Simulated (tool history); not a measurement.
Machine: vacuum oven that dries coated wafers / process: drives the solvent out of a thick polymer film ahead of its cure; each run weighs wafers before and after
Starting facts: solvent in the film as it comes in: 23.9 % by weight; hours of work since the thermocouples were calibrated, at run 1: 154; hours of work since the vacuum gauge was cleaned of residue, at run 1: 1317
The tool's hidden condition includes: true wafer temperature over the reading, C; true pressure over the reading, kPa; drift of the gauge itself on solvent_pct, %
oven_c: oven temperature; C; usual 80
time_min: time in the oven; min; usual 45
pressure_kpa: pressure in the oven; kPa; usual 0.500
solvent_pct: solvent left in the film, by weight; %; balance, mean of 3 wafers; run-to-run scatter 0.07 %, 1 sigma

run   hour  oven_c  time_min  pressure_kpa  hours of work since the thermocouples were calibrated  hours of work since the vacuum gauge was cleaned of residue  solvent_pct
  1    0.0      80        45         0.500                                                    154                                                         1317         4.88
  2   42.3      80        45         0.500                                                    186                                                         1349         4.75
  3   79.5      80        45         0.500                                                    214                                                         1377         4.83
  4  102.9      80        45         0.500                                                    231                                                         1394         4.69
  5  130.4      80        45         0.500                                                    252                                                         1415         4.73
  6  161.4      88        45         0.500                                                    275                                                         1438         1.60
  7  182.0      80        45         1.697                                                    291                                                         1454         5.38
  8  205.4      80        45         1.697                                                    309                                                         1472         5.42
  9  225.7      80        45         0.500                                                    324                                                         1487         4.65
 10  266.7      80        45         0.500                                                    355                                                         1518         4.65
 11  312.1      80        45         0.500                                                    389                                                         1552         4.69
 12  343.7      80        45         0.500                                                    413                                                         1576         4.64
 13  379.0      80        45         0.500                                                    440                                                         1603         4.59
 14  401.0      76        45         0.500                                                    456                                                         1619         6.71
 15  421.1      76        45         0.500                                                    471                                                         1634         6.86
 16  453.1      76        45         0.500                                                    496                                                         1659         6.53
 17  492.0      74        45         0.500                                                    525                                                         1688         8.02
 18  535.2      80        45         0.500                                                    558                                                         1721         4.63
 19  567.3      80        45         0.500                                                    582                                                         1745         4.54
 20  605.3      80        45         0.500                                                    610                                                         1773         4.54
 21  649.0      80        45         0.500                                                    643                                                         1806         4.45
 22  669.2      80        45         0.500                                                    659                                                         1822         4.55
 23  699.5      80        45         0.500                                                    682                                                         1845         4.45
 24  721.3      75        81         0.307                                                    698                                                         1861         3.37
 25  754.7      75        81         0.307                                                    723                                                         1886         3.32
 26  793.2      89        81         0.307                                                    752                                                         1915         0.43
 27  812.6      89        81         0.307                                                    767                                                         1930         0.40
 28  842.9      85        81         1.561                                                    790                                                         1953         1.37
 29  879.4      80        62         1.427                                                    817                                                         1980         3.35
 30  920.8      80        62         1.427                                                    849                                                         2012         3.18

Forecast run 31:
 31  949.6      80        62         1.427                                                    870                                                         2033            ?

{"run 31": {"solvent_pct": 3.16}}
Take away the tool's hidden state, keep the run-to-run variation as it was, and the same run would have given solvent_pct 3.48 %.
